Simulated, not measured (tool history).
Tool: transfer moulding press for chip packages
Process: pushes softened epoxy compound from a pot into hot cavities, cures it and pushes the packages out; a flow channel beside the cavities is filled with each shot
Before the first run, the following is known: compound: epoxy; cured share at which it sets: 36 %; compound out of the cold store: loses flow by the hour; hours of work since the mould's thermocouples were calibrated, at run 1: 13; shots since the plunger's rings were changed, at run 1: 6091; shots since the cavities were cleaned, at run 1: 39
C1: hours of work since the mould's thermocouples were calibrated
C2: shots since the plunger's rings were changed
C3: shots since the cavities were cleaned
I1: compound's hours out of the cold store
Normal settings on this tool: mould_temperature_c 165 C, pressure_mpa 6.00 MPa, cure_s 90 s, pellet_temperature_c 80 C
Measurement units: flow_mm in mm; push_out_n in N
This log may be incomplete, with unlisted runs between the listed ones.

Run 1, hour 0.0: usual settings; C1 13; C2 6091; C3 39; I1 26.8. Result: flow_mm 653 mm, push_out_n 639 N.
At hour 40.0: cavities cleaned with cleaning compound and waxed.
At hour 49.2: plunger's sealing rings changed.
At hour 84.9: cavities cleaned with cleaning compound and waxed.
Run 2, hour 100.4: usual settings; C1 73; C2 669; C3 209; I1 25.0. Result: flow_mm 693 mm, push_out_n 775 N.
At hour 125.8: cavities cleaned with cleaning compound and waxed.
Run 3, hour 148.9: usual settings but mould_temperature_c 158 C; C1 102; C2 1300; C3 310; I1 32.0. Result: flow_mm 683 mm, push_out_n 1247 N.
At hour 164.0: cavities cleaned with cleaning compound and waxed.
At hour 201.7: cavities cleaned with cleaning compound and waxed.
Run 4, hour 201.7: usual settings but mould_temperature_c 158 C; C1 134; C2 1970; C3 0; I1 46.4. Result: flow_mm 649 mm, push_out_n 971 N.
At hour 242.0: cavities cleaned with cleaning compound and waxed.
Run 5, hour 249.4: usual settings but mould_temperature_c 158 C; C1 163; C2 2592; C3 100; I1 11.2. Result: flow_mm 719 mm, push_out_n 1169 N.
At hour 285.4: cavities cleaned with cleaning compound and waxed.
Run 6, hour 303.7: usual settings; C1 196; C2 3302; C3 247; I1 45.5. Result: flow_mm 637 mm, push_out_n 685 N.
At hour 322.9: cavities cleaned with cleaning compound and waxed.
Run 7, hour 344.3: usual settings; C1 221; C2 3828; C3 287; I1 13.6. Result: flow_mm 689 mm, push_out_n 771 N.
At hour 364.8: cavities cleaned with cleaning compound and waxed.
Run 8, hour 395.3: usual settings; C1 252; C2 4494; C3 411; I1 41.4. Result: flow_mm 633 mm, push_out_n 767 N.
At hour 404.6: cavities cleaned with cleaning compound and waxed.
At hour 419.4: cavities cleaned with cleaning compound and waxed, once more.
At hour 455.9: cavities cleaned with cleaning compound and waxed.
Run 9, hour 466.8: usual settings; C1 294; C2 5395; C3 147; I1 35.7. Result: flow_mm 641 mm, push_out_n 693 N.
At hour 498.9: cavities cleaned with cleaning compound and waxed.
At hour 538.7: cavities cleaned with cleaning compound and waxed.
Run 10, hour 552.3: usual settings; C1 346; C2 6504; C3 182; I1 12.4. Result: flow_mm 678 mm, push_out_n 687 N.
At hour 572.3: plunger's sealing rings changed.
At hour 578.8: cavities cleaned with cleaning compound and waxed.
At hour 614.9: cavities cleaned with cleaning compound and waxed.
Run 11, hour 634.7: usual settings; C1 395; C2 798; C3 265; I1 12.2. Result: flow_mm 713 mm, push_out_n 767 N.
At hour 651.7: cavities cleaned with cleaning compound and waxed.
At hour 690.0: cavities cleaned with cleaning compound and waxed.
At hour 728.0: cavities cleaned with cleaning compound and waxed.
Run 12, hour 728.0: usual settings; C1 451; C2 1994; C3 0; I1 26.7. Result: flow_mm 672 mm, push_out_n 562 N.
At hour 768.9: cavities cleaned with cleaning compound and waxed.
Run 13, hour 771.6: usual settings but mould_temperature_c 166 C, pellet_temperature_c 82 C; C1 477; C2 2559; C3 36; I1 14.0. Result: flow_mm 698 mm, push_out_n 572 N.
At hour 810.5: cavities cleaned with cleaning compound and waxed.
Run 14, hour 824.1: usual settings but pressure_mpa 7.04 MPa, cure_s 72 s, pellet_temperature_c 77 C; C1 509; C2 3245; C3 182; I1 12.2. Result: flow_mm 762 mm, push_out_n 1150 N.
At hour 851.9: cavities cleaned with cleaning compound and waxed.
Run 15, hour 867.6: usual settings but mould_temperature_c 168 C, cure_s 105 s; C1 536; C2 3810; C3 211; I1 39.1. Result: flow_mm 634 mm, push_out_n 521 N.
At hour 890.3: cavities cleaned with cleaning compound and waxed.
Run 16, hour 921.7: usual settings but mould_temperature_c 168 C, cure_s 105 s; C1 569; C2 4518; C3 423; I1 47.1. Result: flow_mm 610 mm, push_out_n 606 N.

Expected results for the next run?
At hour 931.4: cavities cleaned with cleaning compound and waxed.
At hour 968.0: cavities cleaned with cleaning compound and waxed.
Run 17, hour 997.5: usual settings but mould_temperature_c 168 C, cure_s 105 s; C1 615; C2 5497; C3 397; I1 37.6. Result: flow_mm ?, push_out_n ?.

{"run 17": {"flow_mm": 630, "push_out_n": 604}}
Were there no unlogged condition in the tool, this run, its random variation unchanged, would have produced flow_mm 672 mm, push_out_n 460 N.
